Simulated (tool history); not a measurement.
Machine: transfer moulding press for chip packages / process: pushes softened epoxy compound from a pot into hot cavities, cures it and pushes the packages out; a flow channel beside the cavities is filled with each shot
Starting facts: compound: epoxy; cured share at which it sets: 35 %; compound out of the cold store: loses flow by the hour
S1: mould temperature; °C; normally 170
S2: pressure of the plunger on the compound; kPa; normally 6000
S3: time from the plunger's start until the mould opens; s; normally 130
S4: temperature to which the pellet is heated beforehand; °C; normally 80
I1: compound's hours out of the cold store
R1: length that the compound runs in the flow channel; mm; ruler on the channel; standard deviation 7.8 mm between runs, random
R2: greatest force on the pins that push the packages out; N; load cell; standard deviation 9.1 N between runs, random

Run 1, hour 0.0: usual settings; I1 20.1. Result: R1 958 mm, R2 414 N.
Run 2, hour 22.8: usual settings; I1 14.8. Result: R1 968 mm, R2 434 N.
At hour 31.4: cavities cleaned with cleaning compound and waxed.
Run 3, hour 44.9: usual settings; I1 46.0. Result: R1 855 mm, R2 399 N.
Run 4, hour 72.1: usual settings; I1 33.3. Result: R1 896 mm, R2 416 N.
Run 5, hour 87.7: usual settings; I1 40.5. Result: R1 855 mm, R2 410 N.
Run 6, hour 109.4: usual settings; I1 38.9. Result: R1 893 mm, R2 426 N.
Run 7, hour 127.9: usual settings but S1 177 °C; I1 31.4. Result: R1 868 mm, R2 308 N.
At hour 133.5: cavities cleaned with cleaning compound and waxed.
Run 8, hour 152.1: usual settings; I1 45.5. Result: R1 853 mm, R2 402 N.
Run 9, hour 175.1: usual settings; I1 21.2. Result: R1 941 mm, R2 435 N.
Run 10, hour 189.9: usual settings but S1 169 °C; I1 24.3. Result: R1 932 mm, R2 436 N.
At hour 211.5: mould's thermocouples calibrated.
Run 11, hour 216.8: usual settings but S1 169 °C; I1 32.3. Result: R1 913 mm, R2 427 N.
At hour 236.9: cavities cleaned with cleaning compound and waxed.
Run 12, hour 236.9: usual settings; I1 24.7. Result: R1 919 mm, R2 416 N.
Run 13, hour 257.5: usual settings; I1 47.8. Result: R1 860 mm, R2 407 N.
Run 14, hour 280.4: usual settings but S4 77 °C; I1 11.9. Result: R1 974 mm, R2 432 N.
Run 15, hour 296.7: usual settings but S1 171 °C, S2 6260 kPa, S4 71 °C; I1 22.8. Result: R1 969 mm, R2 396 N.
Run 16, hour 317.7: usual settings but S1 171 °C, S2 6260 kPa, S4 71 °C; I1 37.6. Result: R1 898 mm, R2 394 N.
Run 17, hour 332.4: usual settings but S4 81 °C; I1 28.7. Result: R1 913 mm, R2 409 N.
At hour 339.7: cavities cleaned with cleaning compound and waxed.
Run 18, hour 357.3: usual settings but S2 5030 kPa, S3 159 s; I1 41.0. Result: R1 798 mm, R2 329 N.
Run 19, hour 380.2: usual settings but S2 5030 kPa, S3 159 s; I1 15.0. Result: R1 862 mm, R2 342 N.
Run 20, hour 401.8: usual settings but S1 174 °C, S2 6370 kPa, S3 163 s, S4 71 °C; I1 33.9. Result: R1 899 mm, R2 321 N.
Run 21, hour 416.7: usual settings but S1 174 °C, S2 6460 kPa, S3 146 s, S4 87 °C; I1 34.9. Result: R1 893 mm, R2 319 N.
Run 22, hour 435.7: usual settings but S1 174 °C, S2 6460 kPa, S3 146 s, S4 87 °C; I1 28.3. Result: R1 924 mm, R2 312 N.
At hour 441.7: cavities cleaned with cleaning compound and waxed.
At hour 449.2: plunger's sealing rings changed.
Run 23, hour 454.9: usual settings but S1 168 °C, S2 6460 kPa, S3 146 s, S4 70 °C; I1 11.5. Result: R1 1028 mm, R2 398 N.
Run 24, hour 471.0: usual settings but S1 176 °C, S2 5650 kPa, S3 146 s, S4 70 °C; I1 26.8. Result: R1 869 mm, R2 320 N.
Run 25, hour 487.9: usual settings but S2 7290 kPa, S3 126 s, S4 83 °C; I1 13.6. Result: R1 1071 mm, R2 460 N.
Run 26, hour 503.4: usual settings but S1 178 °C, S2 5930 kPa, S3 121 s, S4 77 °C; I1 33.5. Result: R1 842 mm, R2 331 N.
Run 27, hour 524.6: usual settings but S2 5470 kPa, S3 143 s, S4 85 °C; I1 32.4. Result: R1 859 mm, R2 354 N.

Predict each of these 5 candidate next runs independently; none follows another, all start after run 27:
Run A, hour 538.7: usual settings but S1 175 °C, S4 74 °C; I1 20.1. Result: R1 ?, R2 ?.
Run B, hour 538.7: usual settings but S1 163 °C, S4 75 °C; I1 29.2. Result: R1 ?, R2 ?.
Run C, hour 538.7: usual settings but S1 176 °C, S2 5470 kPa, S3 139 s, S4 85 °C; I1 39.1. Result: R1 ?, R2 ?.
Run D, hour 538.7: usual settings but S1 162 °C, S2 5470 kPa, S3 144 s, S4 73 °C; I1 34.9. Result: R1 ?, R2 ?.
Run E, hour 538.7: usual settings but S1 177 °C, S3 115 s, S4 88 °C; I1 15.0. Result: R1 ?, R2 ?.

run   R1   R2
  A  908  352
  B  944  691
  C  802  330
  D  895  592
  E  924  352
Had the tool no hidden state, the same runs would have come out as:
run   R1   R2
  A  908  349
  B  944  685
  C  802  327
  D  895  587
  E  924  350
